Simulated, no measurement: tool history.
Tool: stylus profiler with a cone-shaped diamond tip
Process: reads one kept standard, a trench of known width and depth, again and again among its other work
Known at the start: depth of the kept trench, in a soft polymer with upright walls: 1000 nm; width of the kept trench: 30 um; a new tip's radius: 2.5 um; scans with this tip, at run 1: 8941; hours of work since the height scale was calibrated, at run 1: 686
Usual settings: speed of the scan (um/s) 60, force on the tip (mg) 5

| run | hour | speed of the scan (um/s) | force on the tip (mg) | scans with this tip | hours of work since the height scale was calibrated | depth of the trench (nm) | width of the trench's floor (nm) |
|---|---|---|---|---|---|---|---|
| 1 | 0 | 60 | 5 | 8941 | 686 | 1010.82 | 23020 |
| 2 | 36.3 | 60 | 5 | 9215 | 707 | 1010.76 | 22970 |
| 3 | 94.5 | 70 | 5 | 9655 | 741 | 1010.66 | 22750 |
|  | 104.5 | new tip fitted, height scale calibrated |
| 4 | 155 | 134 | 5 | 382 | 29 | 1011.43 | 25420 |
| 5 | 189.1 | 60 | 5 | 640 | 49 | 1011.7 | 25610 |
| 6 | 232.1 | 60 | 5 | 965 | 74 | 1011.59 | 25460 |
| 7 | 258.7 | 60 | 5 | 1166 | 89 | 1011.59 | 25370 |
|  | 262.6 | height scale calibrated on a step standard |
| 8 | 294.4 | 60 | 5 | 1432 | 18 | 1011.34 | 25260 |
| 9 | 325.4 | 60 | 5 | 1667 | 36 | 1011.36 | 25170 |
| 10 | 350.7 | 54 | 5 | 1858 | 51 | 1011.48 | 25140 |
| 11 | 382 | 54 | 5 | 2095 | 69 | 1011.11 | 25070 |
| 12 | 434 | 54 | 5 | 2488 | 99 | 1011.44 | 24900 |
| 13 | 471.6 | 54 | 5 | 2773 | 121 | 1011.13 | 24860 |
| 14 | 504.6 | 54 | 5 | 3022 | 140 | 1011.23 | 24780 |
| 15 | 544.4 | 54 | 5 | 3323 | 164 | 1011.15 | 24680 |
| 16 | 604.6 | 60 | 11.23 | 3778 | 198 | 1019.57 | 24550 |
|  | 642.9 | height scale calibrated on a step standard, once more |
| 17 | 662.5 | 60 | 11.23 | 4212 | 11 | 1020.09 | 24390 |
| 18 | 687.8 | 76 | 5 | 4403 | 26 | 1011.28 | 24250 |
| 19 | 743 | 54 | 1.68 | 4821 | 58 | 1005.01 | 24080 |
| 20 | 772.6 | 54 | 1.68 | 5045 | 75 | 1004.89 | 24010 |
| 21 | 803.7 | 45 | 4.65 | 5280 | 93 | 1010.63 | 24130 |

Hidden state at the last listed run before each entry between runs and at the first one after, where it differs:
Between runs 3 and 4: new tip fitted, height scale calibrated (hour 104.5)
  radius of the tip, um: 6.56 -> 2.68; height scale over the true one, %: -0.116 -> -0.026
  measured less the result without the state, depth of the trench (nm): -1.18 -> -0.26; width of the trench's floor (nm): -2970 -> -170
Between runs 7 and 8: height scale calibrated on a step standard (hour 262.6)
  radius of the tip, um: 2.99 -> 3.1; height scale over the true one, %: -0.037 -> -0.049
  measured less the result without the state, depth of the trench (nm): -0.37 -> -0.5; width of the trench's floor (nm): -460 -> -570
Between runs 16 and 17: height scale calibrated on a step standard, once more (hour 642.9)
  radius of the tip, um: 4.05 -> 4.22; height scale over the true one, %: -0.08 -> -0.054
  measured less the result without the state, depth of the trench (nm): -0.82 -> -0.55; width of the trench's floor (nm): -1330 -> -1460

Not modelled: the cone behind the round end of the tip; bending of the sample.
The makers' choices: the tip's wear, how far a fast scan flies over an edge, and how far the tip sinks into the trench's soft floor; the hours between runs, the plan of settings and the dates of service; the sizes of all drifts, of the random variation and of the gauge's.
